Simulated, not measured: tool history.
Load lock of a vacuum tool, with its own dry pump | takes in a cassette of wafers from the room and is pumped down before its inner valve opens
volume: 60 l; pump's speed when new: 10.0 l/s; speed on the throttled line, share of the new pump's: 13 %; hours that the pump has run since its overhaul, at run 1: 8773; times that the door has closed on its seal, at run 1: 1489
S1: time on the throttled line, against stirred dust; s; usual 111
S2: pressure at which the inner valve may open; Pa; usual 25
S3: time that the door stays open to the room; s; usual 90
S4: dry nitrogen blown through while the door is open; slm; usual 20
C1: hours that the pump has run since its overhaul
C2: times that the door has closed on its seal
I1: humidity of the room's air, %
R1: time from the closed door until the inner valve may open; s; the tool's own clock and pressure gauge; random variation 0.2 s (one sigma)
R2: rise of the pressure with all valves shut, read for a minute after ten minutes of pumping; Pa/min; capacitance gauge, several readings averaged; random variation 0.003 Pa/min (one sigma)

run 1 hour=0 | S1=111 S2=25 S3=90 S4=20 | C1=8773 C2=1489 | I1=44 | R1=146.8 R2=0.035
run 2 hour=100.7 | S1=111 S2=25 S3=90 S4=20 | C1=8874 C2=1804 | I1=42.6 | R1=146.9 R2=0.032
run 3 hour=189.2 | S1=111 S2=25 S3=90 S4=20 | C1=8962 C2=2081 | I1=46.5 | R1=147.1 R2=0.038
run 4 hour=295.8 | S1=111 S2=25 S3=90 S4=20 | C1=9069 C2=2414 | I1=43.2 | R1=146.9 R2=0.034
run 5 hour=424.4 | S1=111 S2=25 S3=90 S4=20 | C1=9197 C2=2816 | I1=43.1 | R1=146.5 R2=0.028
run 6 hour=493.1 | S1=111 S2=25 S3=90 S4=20 | C1=9266 C2=3031 | I1=46.3 | R1=146.8 R2=0.037
run 7 hour=586.5 | S1=111 S2=25 S3=90 S4=20 | C1=9360 C2=3324 | I1=45.5 | R1=146.9 R2=0.032
run 8 hour=683.7 | S1=111 S2=25 S3=90 S4=20 | C1=9457 C2=3627 | I1=45.5 | R1=146.3 R2=0.028
run 9 hour=827.1 | S1=111 S2=25 S3=90 S4=20 | C1=9600 C2=4076 | I1=46.4 | R1=146.6 R2=0.033
run 10 hour=942.2 | S1=111 S2=25 S3=90 S4=27 | C1=9715 C2=4436 | I1=46.4 | R1=146.4 R2=0.032
run 11 hour=1068.6 | S1=111 S2=25 S3=29 S4=20 | C1=9842 C2=4832 | I1=43.9 | R1=147 R2=0.025
run 12 hour=1191 | S1=111 S2=25 S3=29 S4=20 | C1=9964 C2=5214 | I1=43.3 | R1=146.7 R2=0.018
run 13 hour=1278.6 | S1=111 S2=25 S3=90 S4=20 | C1=10052 C2=5488 | I1=41.8 | R1=146.7 R2=0.028
run 14 hour=1357.8 | S1=111 S2=25 S3=90 S4=20 | C1=10131 C2=5736 | I1=46.8 | R1=146.8 R2=0.033
run 15 hour=1468.2 | S1=75 S2=48 S3=90 S4=7 | C1=10241 C2=6081 | I1=43.6 | R1=111.4 R2=0.047
run 16 hour=1576.3 | S1=132 S2=25 S3=90 S4=42 | C1=10349 C2=6419 | I1=42.3 | R1=164.9 R2=0.02
run 17 hour=1644.2 | S1=132 S2=35 S3=101 S4=42 | C1=10417 C2=6632 | I1=49 | R1=162.5 R2=0.022
run 18 hour=1742.2 | S1=132 S2=36 S3=44 S4=42 | C1=10515 C2=6938 | I1=43.8 | R1=162.7 R2=0.014
run 19 hour=1828.8 | S1=83 S2=20 S3=25 S4=5 | C1=10602 C2=7209 | I1=42.2 | R1=124 R2=0.03
run 20 hour=1930.9 | S1=111 S2=22 S3=33 S4=20 | C1=10704 C2=7529 | I1=46.5 | R1=147.6 R2=0.023
run 21 hour=1999.7 | S1=111 S2=25 S3=98 S4=5 | C1=10773 C2=7744 | I1=43.2 | R1=147 R2=0.053
run 22 hour=2063.2 | S1=67 S2=22 S3=26 S4=11 | C1=10836 C2=7942 | I1=49.1 | R1=109.4 R2=0.026
run 23 hour=2129.8 | S1=67 S2=22 S3=26 S4=11 | C1=10903 C2=8151 | I1=43.6 | R1=109.2 R2=0.023
run 24 hour=2253.9 | S1=178 S2=22 S3=125 S4=6 | C1=11027 C2=8539 | I1=42.7 | R1=206.3 R2=0.055
run 25 hour=2329.5 | S1=61 S2=22 S3=29 S4=6 | C1=11103 C2=8775 | I1=46.3 | R1=104.2 R2=0.03
run 26 hour=2423.4 | S1=61 S2=22 S3=29 S4=6 | C1=11196 C2=9069 | I1=49 | R1=104.1 R2=0.037

Forecast each of these 3 alternatives for the next run:
run A hour=2563.9 | S1=61 S2=22 S3=29 S4=40 | C1=11337 C2=9508 | I1=44.8 | R1=? R2=?
run B hour=2563.9 | S1=166 S2=25 S3=29 S4=20 | C1=11337 C2=9508 | I1=44.6 | R1=? R2=?
run C hour=2563.9 | S1=61 S2=24 S3=29 S4=5 | C1=11337 C2=9508 | I1=45.4 | R1=? R2=?

run=A R1=104.3 R2=0.015
run=B R1=194.3 R2=0.021
run=C R1=103.6 R2=0.028
Without the tool's hidden state the same runs would have given:
run=A R1=104.3 R2=0.015
run=B R1=194.3 R2=0.021
run=C R1=103.6 R2=0.028

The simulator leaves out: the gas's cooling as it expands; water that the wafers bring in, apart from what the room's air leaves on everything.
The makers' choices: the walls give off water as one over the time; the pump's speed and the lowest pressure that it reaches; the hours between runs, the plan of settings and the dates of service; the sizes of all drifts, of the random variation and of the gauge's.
